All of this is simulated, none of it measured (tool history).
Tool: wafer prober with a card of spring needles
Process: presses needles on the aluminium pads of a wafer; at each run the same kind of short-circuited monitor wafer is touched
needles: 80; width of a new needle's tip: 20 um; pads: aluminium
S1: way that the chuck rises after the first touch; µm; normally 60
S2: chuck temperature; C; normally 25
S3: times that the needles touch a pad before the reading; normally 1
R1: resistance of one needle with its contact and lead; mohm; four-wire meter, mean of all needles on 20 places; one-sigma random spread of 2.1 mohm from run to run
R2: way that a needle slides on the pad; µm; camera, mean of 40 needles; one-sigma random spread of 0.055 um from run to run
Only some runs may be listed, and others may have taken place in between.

run	hour	S1	S2	S3	R1	R2
1	0.0	60	25	1	242	14.55
# hour 5.8: tips cleaned on abrasive film
# hour 23.9: tips cleaned on abrasive film
2	28.9	60	92	1	256	14.55
# hour 40.0: tips cleaned on abrasive film
3	52.8	60	92	1	256	14.41
# hour 56.6: tips cleaned on abrasive film
# hour 74.0: tips cleaned on abrasive film
# hour 89.9: tips cleaned on abrasive film
4	89.9	60	92	1	258	14.54
# hour 106.3: tips cleaned on abrasive film
5	119.4	60	92	1	259	14.51
# hour 123.0: tips cleaned on abrasive film
# hour 139.4: tips cleaned on abrasive film
6	144.1	60	92	1	252	14.48
# hour 157.2: tips cleaned on abrasive film
# hour 172.8: tips cleaned on abrasive film
7	184.3	60	25	1	238	14.49
# hour 190.8: tips cleaned on abrasive film
8	205.0	60	25	1	236	14.53
# hour 208.6: tips cleaned on abrasive film
# hour 224.3: tips cleaned on abrasive film
9	231.9	50	25	1	243	12.08
# hour 242.5: tips cleaned on abrasive film
# hour 260.5: tips cleaned on abrasive film
# hour 277.2: tips cleaned on abrasive film
# hour 277.5: height of the first contact set anew
10	278.8	60	25	1	239	14.49
# hour 292.6: tips cleaned on abrasive film
# hour 310.5: tips cleaned on abrasive film
11	311.2	60	25	1	236	14.41
# hour 327.7: tips cleaned on abrasive film
# hour 343.3: tips cleaned on abrasive film
12	352.1	60	25	1	238	14.53
# hour 360.6: tips cleaned on abrasive film
13	371.8	67	25	1	235	16.21
# hour 379.1: tips cleaned on abrasive film
# hour 397.6: tips cleaned on abrasive film
14	402.5	67	25	2	236	16.29
# hour 415.6: tips cleaned on abrasive film
# hour 433.9: tips cleaned on abrasive film
15	442.0	60	25	1	236	14.45
# hour 450.2: tips cleaned on abrasive film
16	461.4	77	25	1	239	18.55
# hour 467.0: tips cleaned on abrasive film
# hour 483.9: tips cleaned on abrasive film
17	489.4	77	25	1	235	18.55
# hour 499.7: tips cleaned on abrasive film
18	510.2	58	48	1	246	14.00
# hour 516.0: tips cleaned on abrasive film
# hour 534.1: tips cleaned on abrasive film
19	548.0	60	25	2	237	14.54
# hour 550.0: tips cleaned on abrasive film
# hour 567.2: tips cleaned on abrasive film
# hour 584.3: tips cleaned on abrasive film
20	585.7	60	25	2	238	14.48
# hour 602.1: tips cleaned on abrasive film
# hour 618.5: tips cleaned on abrasive film
21	622.2	60	25	2	234	14.41
# hour 635.6: tips cleaned on abrasive film
22	648.9	60	99	2	258	14.51
# hour 652.6: tips cleaned on abrasive film
# hour 662.6: height of the first contact set anew
# hour 669.0: tips cleaned on abrasive film
23	669.4	54	44	1	247	12.95
# hour 684.2: tips cleaned on abrasive film
# hour 699.8: tips cleaned on abrasive film
24	705.0	54	44	1	246	13.23
# hour 715.3: tips cleaned on abrasive film
# hour 730.9: tips cleaned on abrasive film
25	731.1	46	33	2	244	11.20
# hour 747.0: tips cleaned on abrasive film
26	755.7	46	33	2	247	11.08
# hour 764.5: tips cleaned on abrasive film
# hour 780.0: tips cleaned on abrasive film
27	780.0	46	33	2	249	11.16
# hour 797.3: tips cleaned on abrasive film
# hour 814.6: tips cleaned on abrasive film
28	816.2	46	45	3	250	11.12
# hour 833.0: tips cleaned on abrasive film
# hour 849.1: tips cleaned on abrasive film
29	849.1	54	36	1	245	13.07
# hour 864.6: tips cleaned on abrasive film
30	874.8	49	36	1	250	11.78
# hour 882.0: tips cleaned on abrasive film
# hour 897.2: tips cleaned on abrasive film
# hour 912.7: tips cleaned on abrasive film
31	912.8	49	36	1	246	11.83

Alternative continuations, all from the tool just after run 31; predict every row:
# hour 928.0: tips cleaned on abrasive film
# hour 944.9: tips cleaned on abrasive film
A	954.8	72	25	1	?	?
# hour 928.0: tips cleaned on abrasive film
# hour 944.9: tips cleaned on abrasive film
B	954.8	60	25	1	?	?
# hour 928.0: tips cleaned on abrasive film
# hour 944.9: tips cleaned on abrasive film
C	954.8	65	36	1	?	?

run	R1	R2
A	232	17.48
B	241	14.39
C	243	15.66
What these runs would have given with no unlogged condition in the tool:
run	R1	R2
A	232	17.48
B	241	14.39
C	242	15.67

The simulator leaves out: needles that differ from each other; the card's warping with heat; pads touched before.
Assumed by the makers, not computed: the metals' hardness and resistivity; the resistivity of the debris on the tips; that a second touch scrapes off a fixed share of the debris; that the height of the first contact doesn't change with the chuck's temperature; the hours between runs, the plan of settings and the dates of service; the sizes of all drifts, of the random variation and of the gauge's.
